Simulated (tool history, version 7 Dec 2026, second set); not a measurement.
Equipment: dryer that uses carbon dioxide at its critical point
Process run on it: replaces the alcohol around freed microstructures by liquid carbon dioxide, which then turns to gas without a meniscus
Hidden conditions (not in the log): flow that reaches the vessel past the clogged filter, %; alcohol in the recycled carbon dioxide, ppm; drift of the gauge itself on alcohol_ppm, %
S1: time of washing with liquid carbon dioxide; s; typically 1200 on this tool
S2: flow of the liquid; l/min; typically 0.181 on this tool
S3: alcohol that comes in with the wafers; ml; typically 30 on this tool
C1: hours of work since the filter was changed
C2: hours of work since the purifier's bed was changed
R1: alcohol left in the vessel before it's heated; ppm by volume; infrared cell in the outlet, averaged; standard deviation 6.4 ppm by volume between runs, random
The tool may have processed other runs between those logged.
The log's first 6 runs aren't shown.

| run | hour | S1 | S2 | S3 | C1 | C2 | R1 |
|---|---|---|---|---|---|---|---|
| 7 | 63.8 | 1200 | 0.181 | 27 | 278 | 375 | 561 |
| 8 | 74.7 | 1200 | 0.181 | 27 | 286 | 382 | 600 |
| 9 | 85.5 | 1200 | 0.181 | 30 | 293 | 390 | 670 |
| 10 | 91.4 | 1200 | 0.181 | 30 | 297 | 394 | 651 |
| 11 | 103.8 | 1200 | 0.181 | 28 | 306 | 402 | 621 |
| 12 | 115.6 | 1200 | 0.181 | 28 | 314 | 410 | 658 |
| 13 | 128.1 | 1200 | 0.181 | 30 | 322 | 419 | 683 |
| 14 | 141.4 | 1200 | 0.181 | 30 | 332 | 428 | 708 |
|  | 144.4 | inlet filter changed |
| 15 | 155.4 | 900 | 0.181 | 30 | 7 | 437 | 1200 |
| 16 | 166.4 | 900 | 0.181 | 30 | 15 | 444 | 1200 |
| 17 | 177.8 | 1200 | 0.181 | 110 | 23 | 452 | 1212 |
| 18 | 186 | 1200 | 0.181 | 110 | 28 | 458 | 1193 |
| 19 | 193.6 | 1200 | 0.263 | 110 | 34 | 463 | 237 |
| 20 | 206.5 | 1500 | 0.181 | 29 | 42 | 472 | 246 |
| 21 | 214.9 | 780 | 0.181 | 107 | 48 | 478 | 6965 |
| 22 | 223 | 780 | 0.181 | 107 | 54 | 483 | 7029 |
| 23 | 229.1 | 720 | 0.147 | 65 | 58 | 487 | 10571 |
| 24 | 240.6 | 900 | 0.147 | 37 | 66 | 495 | 3263 |
| 25 | 253.7 | 900 | 0.147 | 37 | 75 | 504 | 3314 |
| 26 | 262.5 | 1020 | 0.193 | 30 | 81 | 510 | 683 |
| 27 | 269.2 | 1200 | 0.181 | 24 | 85 | 515 | 426 |
| 28 | 278.6 | 1620 | 0.159 | 80 | 92 | 521 | 545 |
| 29 | 285.5 | 1200 | 0.181 | 48 | 97 | 526 | 704 |
| 30 | 293.2 | 1200 | 0.181 | 48 | 102 | 531 | 711 |

5 ways to go on from here, each from the tool as it stands after run 30. What would each give?
| A | 303.4 | 1380 | 0.181 | 48 | 109 | 538 | ? |
| B | 303.4 | 1200 | 0.181 | 36 | 109 | 538 | ? |
| C | 303.4 | 1200 | 0.181 | 51 | 109 | 538 | ? |
| D | 303.4 | 720 | 0.15 | 30 | 109 | 538 | ? |
| E | 303.4 | 1740 | 0.19 | 30 | 109 | 538 | ? |

| run | R1 |
|---|---|
| A | 429 |
| B | 585 |
| C | 771 |
| D | 5037 |
| E | 214 |
Stripped of hidden state, with their random variation kept, the same runs would have yielded:
| run | R1 |
|---|---|
| A | 177 |
| B | 305 |
| C | 444 |
| D | 4243 |
| E | 19 |
